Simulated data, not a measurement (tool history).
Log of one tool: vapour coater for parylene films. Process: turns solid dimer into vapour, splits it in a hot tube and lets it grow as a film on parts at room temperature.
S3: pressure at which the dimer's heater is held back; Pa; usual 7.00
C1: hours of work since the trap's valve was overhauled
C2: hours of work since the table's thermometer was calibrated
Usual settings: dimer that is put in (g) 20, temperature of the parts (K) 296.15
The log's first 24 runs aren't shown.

run 25 hour=348.9 | dimer_that_is_put_in_(g)=20 temperature_of_the_parts_(K)=296.15 S3=7.91 | C1=380 C2=285 | thickness_of_the_film_(µm)=3.67
run 26 hour=365.6 | dimer_that_is_put_in_(g)=11 temperature_of_the_parts_(K)=296.15 S3=7.91 | C1=388 C2=293 | thickness_of_the_film_(µm)=2.02
run 27 hour=375.9 | dimer_that_is_put_in_(g)=26 temperature_of_the_parts_(K)=296.15 S3=7.00 | C1=393 C2=298 | thickness_of_the_film_(µm)=4.83
run 28 hour=392.3 | dimer_that_is_put_in_(g)=25 temperature_of_the_parts_(K)=288.15 S3=3.28 | C1=401 C2=306 | thickness_of_the_film_(µm)=6.63
run 29 hour=403.1 | dimer_that_is_put_in_(g)=15 temperature_of_the_parts_(K)=288.15 S3=5.64 | C1=406 C2=311 | thickness_of_the_film_(µm)=3.96
run 30 hour=414.7 | dimer_that_is_put_in_(g)=13 temperature_of_the_parts_(K)=296.15 S3=6.99 | C1=412 C2=317 | thickness_of_the_film_(µm)=2.40
run 31 hour=428.4 | dimer_that_is_put_in_(g)=13 temperature_of_the_parts_(K)=296.15 S3=6.99 | C1=418 C2=323 | thickness_of_the_film_(µm)=2.39
run 32 hour=447.4 | dimer_that_is_put_in_(g)=20 temperature_of_the_parts_(K)=290.15 S3=4.47 | C1=428 C2=332 | thickness_of_the_film_(µm)=5.06
run 33 hour=457.8 | dimer_that_is_put_in_(g)=25 temperature_of_the_parts_(K)=296.15 S3=7.00 | C1=433 C2=337 | thickness_of_the_film_(µm)=4.60
run 34 hour=474.3 | dimer_that_is_put_in_(g)=25 temperature_of_the_parts_(K)=296.15 S3=7.00 | C1=440 C2=345 | thickness_of_the_film_(µm)=4.52
run 35 hour=489.6 | dimer_that_is_put_in_(g)=25 temperature_of_the_parts_(K)=300.15 S3=10.09 | C1=448 C2=353 | thickness_of_the_film_(µm)=3.60
run 36 hour=503.1 | dimer_that_is_put_in_(g)=11 temperature_of_the_parts_(K)=296.15 S3=8.41 | C1=454 C2=359 | thickness_of_the_film_(µm)=1.91
run 37 hour=522.6 | dimer_that_is_put_in_(g)=20 temperature_of_the_parts_(K)=289.15 S3=7.00 | C1=464 C2=369 | thickness_of_the_film_(µm)=4.91
run 38 hour=534.6 | dimer_that_is_put_in_(g)=12 temperature_of_the_parts_(K)=297.15 S3=8.67 | C1=469 C2=374 | thickness_of_the_film_(µm)=2.01
run 39 hour=550.4 | dimer_that_is_put_in_(g)=20 temperature_of_the_parts_(K)=292.15 S3=2.09 | C1=477 C2=382 | thickness_of_the_film_(µm)=5.19
run 40 hour=565.4 | dimer_that_is_put_in_(g)=22 temperature_of_the_parts_(K)=293.15 S3=2.09 | C1=484 C2=389 | thickness_of_the_film_(µm)=5.57
run 41 hour=580.7 | dimer_that_is_put_in_(g)=22 temperature_of_the_parts_(K)=293.15 S3=2.09 | C1=492 C2=396 | thickness_of_the_film_(µm)=5.62
run 42 hour=599.8 | dimer_that_is_put_in_(g)=16 temperature_of_the_parts_(K)=304.15 S3=3.77 | C1=501 C2=406 | thickness_of_the_film_(µm)=2.26
run 43 hour=614.8 | dimer_that_is_put_in_(g)=25 temperature_of_the_parts_(K)=296.15 S3=7.00 | C1=508 C2=413 | thickness_of_the_film_(µm)=4.49
run 44 hour=634.2 | dimer_that_is_put_in_(g)=28 temperature_of_the_parts_(K)=290.15 S3=9.60 | C1=517 C2=422 | thickness_of_the_film_(µm)=6.13
run 45 hour=646.8 | dimer_that_is_put_in_(g)=33 temperature_of_the_parts_(K)=296.15 S3=5.56 | C1=523 C2=428 | thickness_of_the_film_(µm)=6.08
run 46 hour=665.1 | dimer_that_is_put_in_(g)=33 temperature_of_the_parts_(K)=296.15 S3=5.56 | C1=532 C2=437 | thickness_of_the_film_(µm)=6.22
run 47 hour=679.4 | dimer_that_is_put_in_(g)=20 temperature_of_the_parts_(K)=296.15 S3=8.18 | C1=539 C2=444 | thickness_of_the_film_(µm)=3.49

3 ways to go on from here, each from the tool as it stands after run 47. What would each give?
-- hour=685.2 trap's valve overhauled
run A hour=701.9 | dimer_that_is_put_in_(g)=15 temperature_of_the_parts_(K)=296.15 S3=3.97 | C1=8 C2=453 | thickness_of_the_film_(µm)=?
-- hour=685.2 trap's valve overhauled
run B hour=701.9 | dimer_that_is_put_in_(g)=19 temperature_of_the_parts_(K)=293.15 S3=5.07 | C1=8 C2=453 | thickness_of_the_film_(µm)=?
-- hour=685.2 trap's valve overhauled
run C hour=701.9 | dimer_that_is_put_in_(g)=20 temperature_of_the_parts_(K)=294.15 S3=8.18 | C1=8 C2=453 | thickness_of_the_film_(µm)=?

run=A thickness_of_the_film_(µm)=3.45
run=B thickness_of_the_film_(µm)=4.85
run=C thickness_of_the_film_(µm)=4.45
Without the tool's hidden state the same runs would have given:
run=A thickness_of_the_film_(µm)=3.43
run=B thickness_of_the_film_(µm)=4.83
run=C thickness_of_the_film_(µm)=4.44
